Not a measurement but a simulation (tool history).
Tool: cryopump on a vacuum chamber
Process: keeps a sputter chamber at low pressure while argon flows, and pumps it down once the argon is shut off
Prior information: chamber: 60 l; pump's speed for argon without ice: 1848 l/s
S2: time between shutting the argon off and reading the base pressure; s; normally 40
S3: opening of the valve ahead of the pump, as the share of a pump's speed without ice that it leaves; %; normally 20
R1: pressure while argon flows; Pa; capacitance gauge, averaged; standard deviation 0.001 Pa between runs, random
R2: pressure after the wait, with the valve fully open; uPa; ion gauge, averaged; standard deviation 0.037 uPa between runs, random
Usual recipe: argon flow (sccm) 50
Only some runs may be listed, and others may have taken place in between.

{"run": 1, "hour": 0.0, "argon flow (sccm)": 50, "S2": 40, "S3": 20, "R1": 0.2379, "R2": 3.07}
{"run": 2, "hour": 53.6, "argon flow (sccm)": 50, "S2": 40, "S3": 20, "R1": 0.236, "R2": 3.13}
{"run": 3, "hour": 106.2, "argon flow (sccm)": 50, "S2": 40, "S3": 20, "R1": 0.2373, "R2": 3.15}
{"run": 4, "hour": 157.5, "argon flow (sccm)": 50, "S2": 40, "S3": 20, "R1": 0.2388, "R2": 3.27}
{"run": 5, "hour": 207.7, "argon flow (sccm)": 50, "S2": 40, "S3": 20, "R1": 0.2395, "R2": 3.26}
{"run": 6, "hour": 235.8, "argon flow (sccm)": 50, "S2": 40, "S3": 20, "R1": 0.2404, "R2": 3.43}
{"run": 7, "hour": 276.3, "argon flow (sccm)": 50, "S2": 40, "S3": 20, "R1": 0.2417, "R2": 3.49}
{"run": 8, "hour": 330.3, "argon flow (sccm)": 50, "S2": 40, "S3": 20, "R1": 0.2428, "R2": 3.51}
{"run": 9, "hour": 393.2, "argon flow (sccm)": 50, "S2": 40, "S3": 20, "R1": 0.2444, "R2": 3.65}
{"hour": 425.1, "done": "pump warmed up, emptied and cooled again"}
{"run": 10, "hour": 425.1, "argon flow (sccm)": 50, "S2": 21, "S3": 20, "R1": 0.2279, "R2": 4.95}
{"run": 11, "hour": 453.7, "argon flow (sccm)": 50, "S2": 21, "S3": 20, "R1": 0.2305, "R2": 4.96}
{"run": 12, "hour": 504.7, "argon flow (sccm)": 50, "S2": 21, "S3": 20, "R1": 0.2307, "R2": 4.95}
{"run": 13, "hour": 533.1, "argon flow (sccm)": 50, "S2": 40, "S3": 20, "R1": 0.2312, "R2": 3.24}
{"run": 14, "hour": 565.2, "argon flow (sccm)": 50, "S2": 40, "S3": 20, "R1": 0.2307, "R2": 3.46}
{"run": 15, "hour": 613.9, "argon flow (sccm)": 50, "S2": 40, "S3": 20, "R1": 0.2338, "R2": 3.58}
{"run": 16, "hour": 641.5, "argon flow (sccm)": 50, "S2": 40, "S3": 20, "R1": 0.2322, "R2": 3.5}
{"run": 17, "hour": 699.7, "argon flow (sccm)": 50, "S2": 40, "S3": 20, "R1": 0.235, "R2": 3.53}
{"run": 18, "hour": 750.5, "argon flow (sccm)": 50, "S2": 40, "S3": 20, "R1": 0.2354, "R2": 3.71}
{"run": 19, "hour": 813.8, "argon flow (sccm)": 79, "S2": 40, "S3": 22, "R1": 0.3421, "R2": 3.67}
{"run": 20, "hour": 853.4, "argon flow (sccm)": 65, "S2": 40, "S3": 22, "R1": 0.2819, "R2": 3.83}
{"run": 21, "hour": 881.6, "argon flow (sccm)": 96, "S2": 176, "S3": 34, "R1": 0.2755, "R2": 2.38}
{"run": 22, "hour": 920.4, "argon flow (sccm)": 96, "S2": 176, "S3": 34, "R1": 0.2775, "R2": 2.44}
{"run": 23, "hour": 973.7, "argon flow (sccm)": 96, "S2": 176, "S3": 34, "R1": 0.2771, "R2": 2.5}
{"run": 24, "hour": 1017.1, "argon flow (sccm)": 50, "S2": 228, "S3": 35, "R1": 0.1407, "R2": 2.58}
{"run": 25, "hour": 1057.8, "argon flow (sccm)": 50, "S2": 25, "S3": 19, "R1": 0.2532, "R2": 5.38}
{"run": 26, "hour": 1104.6, "argon flow (sccm)": 28, "S2": 61, "S3": 22, "R1": 0.1235, "R2": 3.51}
{"run": 27, "hour": 1143.1, "argon flow (sccm)": 47, "S2": 181, "S3": 22, "R1": 0.2082, "R2": 2.87}
{"run": 28, "hour": 1195.7, "argon flow (sccm)": 47, "S2": 181, "S3": 22, "R1": 0.21, "R2": 2.97}
{"run": 29, "hour": 1227.4, "argon flow (sccm)": 96, "S2": 35, "S3": 42, "R1": 0.2425, "R2": 4.74}
{"hour": 1249.0, "done": "pump warmed up, emptied and cooled again"}
{"run": 30, "hour": 1294.2, "argon flow (sccm)": 87, "S2": 27, "S3": 47, "R1": 0.1713, "R2": 4.8}
{"run": 31, "hour": 1355.9, "argon flow (sccm)": 45, "S2": 106, "S3": 28, "R1": 0.1491, "R2": 2.81}
{"run": 32, "hour": 1416.7, "argon flow (sccm)": 46, "S2": 40, "S3": 20, "R1": 0.2133, "R2": 4.02}
{"run": 33, "hour": 1455.4, "argon flow (sccm)": 50, "S2": 53, "S3": 15, "R1": 0.3084, "R2": 3.68}

Below are 4 alternative next runs, each starting from the tool's condition after run 33. Predict each:
{"run": "A", "hour": 1503.7, "argon flow (sccm)": 23, "S2": 53, "S3": 42, "R1": "?", "R2": "?"}
{"run": "B", "hour": 1503.7, "argon flow (sccm)": 50, "S2": 98, "S3": 48, "R1": "?", "R2": "?"}
{"run": "C", "hour": 1503.7, "argon flow (sccm)": 68, "S2": 239, "S3": 40, "R1": "?", "R2": "?"}
{"run": "D", "hour": 1503.7, "argon flow (sccm)": 50, "S2": 296, "S3": 31, "R1": "?", "R2": "?"}

run=A R1=0.0521 R2=3.73
run=B R1=0.0994 R2=3.07
run=C R1=0.1631 R2=2.61
run=D R1=0.1532 R2=2.55
Without the tool's hidden state the same runs would have given:
run=A R1=0.0499 R2=1.58
run=B R1=0.0947 R2=0.91
run=C R1=0.1567 R2=0.47
run=D R1=0.1485 R2=0.43
